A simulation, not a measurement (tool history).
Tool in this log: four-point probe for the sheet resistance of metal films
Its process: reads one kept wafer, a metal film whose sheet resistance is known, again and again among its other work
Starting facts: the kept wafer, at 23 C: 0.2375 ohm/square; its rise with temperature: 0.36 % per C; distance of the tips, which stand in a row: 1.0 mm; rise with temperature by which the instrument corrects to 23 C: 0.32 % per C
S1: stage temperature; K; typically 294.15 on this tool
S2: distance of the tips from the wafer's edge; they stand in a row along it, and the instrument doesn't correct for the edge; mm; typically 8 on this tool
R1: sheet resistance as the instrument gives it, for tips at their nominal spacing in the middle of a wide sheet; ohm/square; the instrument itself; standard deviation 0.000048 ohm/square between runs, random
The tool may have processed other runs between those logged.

{"run": 1, "hour": 0.0, "S1": 294.15, "S2": 8, "R1": 0.239312}
{"run": 2, "hour": 11.8, "S1": 294.15, "S2": 8, "R1": 0.239295}
{"run": 3, "hour": 36.9, "S1": 294.15, "S2": 8, "R1": 0.239344}
{"run": 4, "hour": 59.6, "S1": 294.15, "S2": 8, "R1": 0.239329}
{"run": 5, "hour": 83.0, "S1": 294.15, "S2": 8, "R1": 0.239323}
{"run": 6, "hour": 98.8, "S1": 294.15, "S2": 8, "R1": 0.239324}
{"run": 7, "hour": 112.7, "S1": 294.15, "S2": 8, "R1": 0.239356}
{"run": 8, "hour": 140.5, "S1": 295.15, "S2": 8, "R1": 0.239321}
{"run": 9, "hour": 153.8, "S1": 294.15, "S2": 8, "R1": 0.23929}
{"run": 10, "hour": 181.0, "S1": 294.15, "S2": 8, "R1": 0.239304}
{"run": 11, "hour": 199.4, "S1": 294.15, "S2": 8, "R1": 0.239354}
{"run": 12, "hour": 215.6, "S1": 294.15, "S2": 8, "R1": 0.239304}
{"run": 13, "hour": 240.5, "S1": 294.15, "S2": 22, "R1": 0.237622}
{"run": 14, "hour": 264.1, "S1": 294.15, "S2": 22, "R1": 0.237659}

Estimate the outcome of run 15 from the log above:
{"run": 15, "hour": 292.4, "S1": 294.15, "S2": 8, "R1": "?"}

{"run 15": {"R1": 0.239293}}
Had the tool carried no hidden state, the very same run would have given R1 0.239305 ohm/square.
